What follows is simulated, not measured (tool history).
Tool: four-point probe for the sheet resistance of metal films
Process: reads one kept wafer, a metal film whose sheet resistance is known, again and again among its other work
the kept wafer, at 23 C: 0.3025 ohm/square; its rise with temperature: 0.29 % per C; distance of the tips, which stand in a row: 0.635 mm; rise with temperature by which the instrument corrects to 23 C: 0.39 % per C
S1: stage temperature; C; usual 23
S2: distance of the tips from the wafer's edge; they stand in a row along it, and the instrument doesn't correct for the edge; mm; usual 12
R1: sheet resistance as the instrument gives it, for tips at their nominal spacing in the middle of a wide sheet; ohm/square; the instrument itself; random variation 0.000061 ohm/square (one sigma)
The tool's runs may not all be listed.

run,hour,S1,S2,R1
1,0.0,23,12,0.299070
2,15.3,23,12,0.299106
3,27.1,23,12,0.299069
4,34.6,21,12,0.299590
5,45.0,23,12,0.299155
6,52.3,23,12,0.299029
7,66.3,28,12,0.297719
8,79.6,34,23,0.295602
9,92.9,20,66,0.299370
10,102.2,20,66,0.299436
11,108.8,23,25,0.298585

Forecast each of these 3 alternatives for the next run:
A,123.6,30,12,?
B,123.6,34,29,?
C,123.6,23,9,?

run,R1
A,0.297003
B,0.295567
C,0.299410
Without the tool's hidden state the same runs would have given:
run,R1
A,0.300969
B,0.299515
C,0.303406
